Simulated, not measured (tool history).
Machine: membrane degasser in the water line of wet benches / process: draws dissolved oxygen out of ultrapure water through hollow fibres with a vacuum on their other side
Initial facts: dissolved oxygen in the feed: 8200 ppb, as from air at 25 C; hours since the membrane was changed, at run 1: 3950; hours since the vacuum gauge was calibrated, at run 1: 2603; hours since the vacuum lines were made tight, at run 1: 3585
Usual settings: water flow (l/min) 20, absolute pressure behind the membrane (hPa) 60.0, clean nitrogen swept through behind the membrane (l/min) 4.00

run,day,water flow (l/min),absolute pressure behind the membrane (hPa),clean nitrogen swept through behind the membrane (l/min),hours since the membrane was changed,hours since the vacuum gauge was calibrated,hours since the vacuum lines were made tight,dissolved oxygen in the water behind the degasser (ppb),pressure that the water loses in the fibres (hPa)
1,0.000,20,60.0,4.00,3950,2603,3585,44.7,615.3
2,4.904,20,60.0,4.00,4068,2721,3703,45.4,613.0
3,9.025,20,60.0,4.00,4167,2820,3802,45.0,611.5
4,13.438,20,60.0,4.00,4273,2926,3908,45.9,613.8
5,17.446,20,60.0,4.00,4369,3022,4004,45.3,617.8
6,23.208,21,60.0,4.00,4507,3160,4142,50.6,647.3
7,30.179,20,60.0,4.00,4675,3327,4310,46.7,614.0
8,37.367,20,60.0,4.00,4847,3500,4482,45.6,618.3
9,44.471,32,60.3,4.00,5018,3670,4653,143.8,990.4
10,51.950,17,146.4,5.00,5197,3850,4832,101.9,527.0
11,59.071,17,146.4,5.00,5368,4021,5003,101.5,525.9
12,63.688,27,60.0,4.81,5479,4132,5114,83.4,836.2
13,71.658,21,67.1,5.09,5670,4323,5305,50.0,648.6
14,75.554,21,67.1,5.09,5763,4416,5399,50.2,644.7

For run 15, what comes out?
15,82.583,23,112.2,4.00,5932,4585,5567,?,?

dissolved oxygen in the water behind the degasser (ppb): 135.3
pressure that the water loses in the fibres (hPa): 711.8
If the tool had no hidden condition, the same run with the same run-to-run variation would have returned dissolved oxygen in the water behind the degasser (ppb) 128.8, pressure that the water loses in the fibres (hPa) 698.6.

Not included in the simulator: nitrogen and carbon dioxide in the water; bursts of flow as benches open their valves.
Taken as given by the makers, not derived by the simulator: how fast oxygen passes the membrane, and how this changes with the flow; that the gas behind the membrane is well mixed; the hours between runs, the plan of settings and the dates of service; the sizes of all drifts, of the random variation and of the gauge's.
